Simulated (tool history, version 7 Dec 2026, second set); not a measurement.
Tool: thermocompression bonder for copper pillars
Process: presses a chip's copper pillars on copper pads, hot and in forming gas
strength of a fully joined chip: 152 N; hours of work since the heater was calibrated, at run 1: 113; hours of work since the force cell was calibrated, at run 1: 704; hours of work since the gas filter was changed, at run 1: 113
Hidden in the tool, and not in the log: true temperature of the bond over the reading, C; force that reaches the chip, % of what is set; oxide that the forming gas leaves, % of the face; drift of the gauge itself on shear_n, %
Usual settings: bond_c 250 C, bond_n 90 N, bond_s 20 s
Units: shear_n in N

run,day,bond_c,bond_n,bond_s,hours of work since the heater was calibrated,hours of work since the force cell was calibrated,hours of work since the gas filter was changed,shear_n
1,0,250,90,20,113,704,113,86.7
2,1.075,250,90,20,132,724,132,87.1
3,2.662,250,90,20,162,753,162,86
4,4.221,250,90,20,190,782,190,85.7
5,5.804,250,90,20,219,811,219,85.4
# day 6.008: forming gas filter changed
6,6.983,273,100,45,241,832,18,132.8

Run 7 comes next. What will it give?
7,8.392,231,59,22,267,858,44,?

shear_n: 55 N
Without the tool's hidden state the same run would have given shear_n 55.7 N.

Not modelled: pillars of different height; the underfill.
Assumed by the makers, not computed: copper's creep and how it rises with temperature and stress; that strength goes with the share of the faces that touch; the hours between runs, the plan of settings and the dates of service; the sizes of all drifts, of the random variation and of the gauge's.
